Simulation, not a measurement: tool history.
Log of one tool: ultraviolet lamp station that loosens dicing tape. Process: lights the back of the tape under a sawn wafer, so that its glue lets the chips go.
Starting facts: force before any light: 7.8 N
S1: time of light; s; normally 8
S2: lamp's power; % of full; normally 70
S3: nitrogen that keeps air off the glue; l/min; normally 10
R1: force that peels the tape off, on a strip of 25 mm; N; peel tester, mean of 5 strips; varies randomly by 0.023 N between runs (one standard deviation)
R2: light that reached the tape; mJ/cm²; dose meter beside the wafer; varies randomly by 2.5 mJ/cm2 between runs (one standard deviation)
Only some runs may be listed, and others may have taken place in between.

{"run": 1, "hour": 0.0, "S1": 8, "S2": 70, "S3": 10, "R1": 1.907, "R2": 209}
{"run": 2, "hour": 77.0, "S1": 8, "S2": 70, "S3": 10, "R1": 1.962, "R2": 198}
{"hour": 115.0, "done": "window cleaned of glue's vapour"}
{"run": 3, "hour": 118.8, "S1": 8, "S2": 70, "S3": 10, "R1": 1.575, "R2": 241}
{"run": 4, "hour": 183.8, "S1": 8, "S2": 70, "S3": 10, "R1": 1.576, "R2": 233}
{"run": 5, "hour": 260.9, "S1": 8, "S2": 70, "S3": 10, "R1": 1.775, "R2": 215}
{"run": 6, "hour": 310.0, "S1": 8, "S2": 70, "S3": 10, "R1": 1.763, "R2": 215}
{"run": 7, "hour": 368.9, "S1": 14, "S2": 86, "S3": 10, "R1": 0.405, "R2": 450}
{"run": 8, "hour": 447.8, "S1": 7, "S2": 91, "S3": 10, "R1": 1.63, "R2": 229}
{"run": 9, "hour": 524.5, "S1": 7, "S2": 91, "S3": 10, "R1": 1.699, "R2": 220}
{"run": 10, "hour": 598.6, "S1": 7, "S2": 91, "S3": 10, "R1": 1.827, "R2": 213}
{"run": 11, "hour": 642.5, "S1": 7, "S2": 91, "S3": 10, "R1": 1.95, "R2": 206}

Each row is a separate what-if for the run after 11, all from the same tool condition, not one after another. Results?
{"hour": 690.0, "done": "lamp changed"}
{"run": "A", "hour": 701.4, "S1": 8, "S2": 70, "S3": 3, "R1": "?", "R2": "?"}
{"hour": 690.0, "done": "lamp changed"}
{"run": "B", "hour": 701.4, "S1": 9, "S2": 88, "S3": 10, "R1": "?", "R2": "?"}
{"hour": 690.0, "done": "lamp changed"}
{"run": "C", "hour": 701.4, "S1": 4, "S2": 65, "S3": 11, "R1": "?", "R2": "?"}
{"hour": 690.0, "done": "lamp changed"}
{"run": "D", "hour": 701.4, "S1": 7, "S2": 82, "S3": 3, "R1": "?", "R2": "?"}

run=A R1=2.666 R2=255
run=B R1=0.687 R2=354
run=C R1=3.369 R2=115
run=D R1=2.596 R2=260
What these runs would have given with no unlogged condition in the tool:
run=A R1=2.344 R2=286
run=B R1=0.523 R2=398
run=C R1=3.041 R2=130
run=D R1=2.275 R2=292
